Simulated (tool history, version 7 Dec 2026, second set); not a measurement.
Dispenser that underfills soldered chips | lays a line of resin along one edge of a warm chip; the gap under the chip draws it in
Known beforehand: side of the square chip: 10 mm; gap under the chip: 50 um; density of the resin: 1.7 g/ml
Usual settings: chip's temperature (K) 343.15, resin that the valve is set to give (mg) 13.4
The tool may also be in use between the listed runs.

run   hour  chip's temperature (K)  resin that the valve is set to give (mg)  time until the resin shows at the far edge (s)  resin that the valve gave (mg)
  1    0.0                  343.15                                      13.4                                           111.2                           13.20
       3.6  -- new syringe of resin
  2    9.7                  343.15                                      13.4                                           115.0                           13.16
      11.7  -- new syringe of resin
      20.9  -- new syringe of resin
  3   24.2                  343.15                                      13.4                                            97.5                           13.07
      29.6  -- new syringe of resin
  4   36.3                  343.15                                      13.2                                           117.2                           12.76
      37.5  -- new syringe of resin
  5   44.8                  343.15                                      13.2                                           119.7                           12.64
      46.5  -- new syringe of resin
      55.2  -- new syringe of resin
  6   57.7                  343.15                                      12.1                                            95.4                           11.52
      61.6  -- dispensing valve cleaned and set on the balance
      64.8  -- new syringe of resin
  7   67.4                  343.15                                      13.4                                            92.2                           13.38
      73.0  -- new syringe of resin
  8   78.8                  346.15                                      16.1                                            95.6                           15.86
      81.1  -- new syringe of resin
      89.2  -- new syringe of resin
  9   91.1                  343.15                                      12.4                                            93.6                           12.17
      97.7  -- new syringe of resin
 10  100.1                  329.15                                      16.0                                           191.4                           15.70
     105.9  -- new syringe of resin
 11  107.0                  329.15                                      16.0                                           179.7                           15.50
 12  113.4                  338.15                                      13.4                                           154.9                           12.98
     114.7  -- new syringe of resin
     123.3  -- new syringe of resin
 13  126.0                  334.15                                      12.5                                           154.1                           12.00

What if the next run were any one of these 3? Each begins from the tool's condition after run 13:
     131.8  -- new syringe of resin
  A  135.6                  329.15                                      14.9                                               ?                               ?
     131.8  -- new syringe of resin
  B  135.6                  329.15                                      13.4                                               ?                               ?
     131.8  -- new syringe of resin
  C  135.6                  334.15                                      13.6                                               ?                               ?

run  time until the resin shows at the far edge (s)  resin that the valve gave (mg)
  A                                           208.9                           14.20
  B                                           209.6                           12.74
  C                                           162.2                           12.95
Take away the tool's hidden state, keep each run's random variation, and the runs would have read:
run  time until the resin shows at the far edge (s)  resin that the valve gave (mg)
  A                                           172.3                           14.87
  B                                           172.4                           13.34
  C                                           133.4                           13.56

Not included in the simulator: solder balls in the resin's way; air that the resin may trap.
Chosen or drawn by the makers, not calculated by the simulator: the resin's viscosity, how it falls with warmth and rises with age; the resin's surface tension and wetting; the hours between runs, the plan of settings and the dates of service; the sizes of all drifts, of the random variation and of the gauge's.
